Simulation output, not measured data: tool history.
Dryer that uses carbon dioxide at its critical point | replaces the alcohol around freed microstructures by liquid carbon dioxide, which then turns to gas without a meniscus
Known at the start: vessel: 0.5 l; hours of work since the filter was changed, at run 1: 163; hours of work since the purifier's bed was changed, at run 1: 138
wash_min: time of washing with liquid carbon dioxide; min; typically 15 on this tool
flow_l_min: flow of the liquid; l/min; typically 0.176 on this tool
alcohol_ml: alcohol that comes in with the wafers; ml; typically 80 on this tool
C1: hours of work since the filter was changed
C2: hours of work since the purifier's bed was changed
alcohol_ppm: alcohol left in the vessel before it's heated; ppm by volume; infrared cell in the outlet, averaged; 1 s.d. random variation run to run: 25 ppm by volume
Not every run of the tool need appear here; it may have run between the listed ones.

Run 1, hour 0.0: usual settings; C1 163; C2 138. Result: alcohol_ppm 2827 ppm by volume.
Run 2, hour 6.9: usual settings; C1 168; C2 142. Result: alcohol_ppm 2930 ppm by volume.
Run 3, hour 11.5: usual settings; C1 170; C2 145. Result: alcohol_ppm 2922 ppm by volume.
Run 4, hour 21.4: usual settings; C1 176; C2 151. Result: alcohol_ppm 2940 ppm by volume.
Run 5, hour 25.9: usual settings; C1 179; C2 153. Result: alcohol_ppm 3000 ppm by volume.
Run 6, hour 31.1: usual settings but wash_min 23 min; C1 182; C2 156. Result: alcohol_ppm 385 ppm by volume.
Run 7, hour 39.6: usual settings but wash_min 23 min; C1 187; C2 161. Result: alcohol_ppm 403 ppm by volume.
At hour 45.3: inlet filter changed.
Run 8, hour 49.4: usual settings but flow_l_min 0.168 l/min; C1 2; C2 167. Result: alcohol_ppm 2144 ppm by volume.
Run 9, hour 55.8: usual settings but flow_l_min 0.168 l/min; C1 6; C2 171. Result: alcohol_ppm 2138 ppm by volume.
Run 10, hour 61.7: usual settings but wash_min 10 min, flow_l_min 0.112 l/min, alcohol_ml 43 ml; C1 10; C2 174. Result: alcohol_ppm 13335 ppm by volume.

What will run 11 give?
Run 11, hour 69.0: usual settings but wash_min 10 min, flow_l_min 0.112 l/min, alcohol_ml 43 ml; C1 14; C2 179. Result: alcohol_ppm ?.

{"run 11": {"alcohol_ppm": 13632}}
Without the tool's hidden state the same run would have given alcohol_ppm 13337 ppm by volume.
